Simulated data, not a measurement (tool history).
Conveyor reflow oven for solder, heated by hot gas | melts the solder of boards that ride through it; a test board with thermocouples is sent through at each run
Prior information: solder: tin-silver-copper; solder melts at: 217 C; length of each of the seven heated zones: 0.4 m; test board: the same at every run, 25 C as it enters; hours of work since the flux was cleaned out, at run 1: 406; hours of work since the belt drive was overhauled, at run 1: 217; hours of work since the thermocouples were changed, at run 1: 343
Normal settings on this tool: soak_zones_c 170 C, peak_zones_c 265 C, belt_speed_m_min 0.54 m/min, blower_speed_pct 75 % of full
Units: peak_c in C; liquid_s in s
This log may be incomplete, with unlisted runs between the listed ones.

| run | hour | soak_zones_c | peak_zones_c | belt_speed_m_min | blower_speed_pct | hours of work since the flux was cleaned out | hours of work since the belt drive was overhauled | hours of work since the thermocouples were changed | peak_c | liquid_s |
|---|---|---|---|---|---|---|---|---|---|---|
| 1 | 0 | 170 | 265 | 0.54 | 75 | 406 | 217 | 343 | 252.4 | 66.2 |
| 2 | 14 | 182 | 265 | 0.54 | 75 | 415 | 226 | 352 | 254 | 72.8 |
| 3 | 26.2 | 171 | 265 | 0.54 | 75 | 423 | 234 | 360 | 252.2 | 66.6 |
| 4 | 43.4 | 171 | 265 | 0.54 | 75 | 434 | 245 | 371 | 252.5 | 66.7 |
| 5 | 55.4 | 171 | 265 | 0.54 | 75 | 441 | 253 | 379 | 252.2 | 66.4 |
| 6 | 67 | 171 | 265 | 0.54 | 75 | 449 | 260 | 386 | 252.4 | 65.8 |
|  | 73.9 | flux residue cleaned out of gas plates and filters |
| 7 | 85.1 | 165 | 265 | 0.514 | 84 | 7 | 269 | 394 | 253.3 | 69.1 |
| 8 | 94.9 | 169 | 265 | 0.54 | 81 | 14 | 275 | 401 | 251.8 | 65.6 |
| 9 | 111.1 | 170 | 273 | 0.54 | 54 | 24 | 286 | 411 | 252.3 | 64.6 |
| 10 | 133.1 | 170 | 273 | 0.54 | 54 | 38 | 300 | 425 | 252.6 | 64 |
| 11 | 143.4 | 168 | 257 | 0.54 | 89 | 45 | 306 | 432 | 245.9 | 60 |
| 12 | 156.7 | 168 | 257 | 0.54 | 89 | 53 | 315 | 441 | 246.1 | 60.3 |

Describe how what the log doesn't record of the tool's condition differs between the last listed run preceding each entry between runs and the first listed run following it.
After run 6, before run 7: flux residue cleaned out of gas plates and filters (hour 73.9)
  heat that the gas passes to the board, % of a clean oven's: 89.2 -> 85.2; belt's true speed, % of the reading: 99.48 -> 99.46; true gas temperature in zones 6 and 7 over the reading, C: 0.98 -> 1
  what was measured, less what the result would be without the hidden state, peak_c: -1.4 -> -2.4 C; liquid_s: -1.6 -> -2.9 s
